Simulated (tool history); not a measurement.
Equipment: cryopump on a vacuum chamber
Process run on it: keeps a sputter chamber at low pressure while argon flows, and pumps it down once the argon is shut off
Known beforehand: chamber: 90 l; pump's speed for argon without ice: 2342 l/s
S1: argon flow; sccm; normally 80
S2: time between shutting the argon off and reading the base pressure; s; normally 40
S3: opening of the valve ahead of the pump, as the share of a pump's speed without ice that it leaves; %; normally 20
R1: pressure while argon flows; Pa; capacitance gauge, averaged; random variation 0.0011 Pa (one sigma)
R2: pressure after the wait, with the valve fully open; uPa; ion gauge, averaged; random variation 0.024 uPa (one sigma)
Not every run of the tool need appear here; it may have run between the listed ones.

run,hour,S1,S2,S3,R1,R2
1,0.0,80,40,20,0.2925,1.65
2,14.0,80,40,20,0.2901,1.64
3,21.5,80,40,20,0.2915,1.60
4,31.1,80,40,20,0.2896,1.61
5,47.3,80,40,30,0.1947,1.64
6,55.6,80,40,30,0.1952,1.68
7,63.7,80,40,20,0.2934,1.67
8,76.3,122,40,20,0.4445,1.66
9,84.3,119,96,16,0.5412,1.24
10,95.9,119,96,16,0.5407,1.18
11,105.1,57,168,20,0.2075,1.09
12,117.4,80,64,30,0.1960,1.39
13,133.8,83,40,20,0.3030,1.71
14,146.1,83,40,20,0.3009,1.62
15,160.8,83,97,40,0.1542,1.21
16,170.2,61,20,49,0.0924,2.39

Predict each of these 4 candidate next runs independently; none follows another, all start after run 16:
A,178.6,80,269,42,?,?
B,178.6,56,40,27,?,?
C,178.6,44,247,34,?,?
D,178.6,77,40,17,?,?

run,R1,R2
A,0.1418,1.05
B,0.1533,1.70
C,0.0951,1.08
D,0.3283,1.65
The same runs, with their run-to-run variation unchanged, on a tool lacking any hidden condition would have given:
run,R1,R2
A,0.1380,0.22
B,0.1506,0.87
C,0.0930,0.23
D,0.3246,0.83
